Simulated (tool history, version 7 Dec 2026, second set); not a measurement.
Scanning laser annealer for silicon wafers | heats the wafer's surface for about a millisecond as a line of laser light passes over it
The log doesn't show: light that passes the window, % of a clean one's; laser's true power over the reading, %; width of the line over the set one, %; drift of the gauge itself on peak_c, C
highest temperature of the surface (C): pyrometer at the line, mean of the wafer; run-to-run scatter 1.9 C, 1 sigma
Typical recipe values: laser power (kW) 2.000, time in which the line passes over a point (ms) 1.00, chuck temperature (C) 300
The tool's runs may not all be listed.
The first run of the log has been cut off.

run   hour  laser power (kW)  time in which the line passes over a point (ms)  chuck temperature (C)  hours of work since the window was cleaned  hours of work since the power meter was calibrated  hours of work since the optics were aligned  highest temperature of the surface (C)
      36.8  -- optics aligned, line set to its width
  2   55.0             2.000                                             1.00                    300                                         363                                                1389                                           14                                    1096
  3   95.8             2.149                                             1.00                    300                                         395                                                1421                                           46                                    1155
  4  132.5             2.149                                             1.00                    300                                         424                                                1450                                           75                                    1154
  5  170.0             2.149                                             1.00                    300                                         453                                                1479                                          104                                    1148
  6  216.6             2.149                                             1.00                    300                                         489                                                1515                                          141                                    1143
  7  244.0             2.000                                             0.97                    300                                         511                                                1537                                          162                                    1074
  8  294.9             2.000                                             0.97                    300                                         551                                                1576                                          202                                    1069
  9  320.3             1.808                                             1.00                    300                                         570                                                1596                                          222                                    1004
 10  373.0             1.808                                             1.00                    300                                         612                                                1637                                          263                                    1008
     401.0  -- window over the wafer cleaned
 11  417.0             1.808                                             1.00                    300                                          12                                                1670                                          296                                     973
 12  464.8             1.808                                             1.00                    300                                          50                                                1708                                          333                                     970
 13  506.3             1.808                                             1.00                    300                                          82                                                1740                                          365                                     963
     517.3  -- window over the wafer cleaned, once more
 14  541.1             1.808                                             1.00                    300                                          19                                                1766                                          391                                    1037
 15  569.6             2.066                                             1.00                    300                                          41                                                1788                                          413                                    1138
 16  607.5             2.066                                             1.00                    300                                          70                                                1818                                          443                                    1133
 17  662.7             2.000                                             0.77                    300                                         114                                                1861                                          486                                    1021
 18  707.6             2.000                                             1.00                    279                                         149                                                1896                                          521                                    1082
 19  752.3             2.000                                             1.00                    279                                         184                                                1931                                          556                                    1077
 20  782.6             2.000                                             1.00                    279                                         207                                                1955                                          580                                    1077
 21  826.3             2.000                                             1.00                    295                                         242                                                1989                                          614                                    1087
 22  882.4             1.739                                             0.82                    300                                         285                                                2033                                          658                                     931
 23  913.9             1.901                                             0.73                    333                                         310                                                2057                                          682                                     985
 24  949.3             1.901                                             0.73                    333                                         338                                                2085                                          710                                     982
 25  983.5             1.942                                             1.08                    333                                         364                                                2111                                          737                                    1115

Expected results for the next run?
 26  1012.1             1.942                                             1.08                    333                                         387                                                2134                                          759                                       ?

Run 26 gave highest temperature of the surface (C) 1113.
Take away the tool's hidden state, keep the run-to-run variation as it was, and the same run would have given highest temperature of the surface (C) 1166.
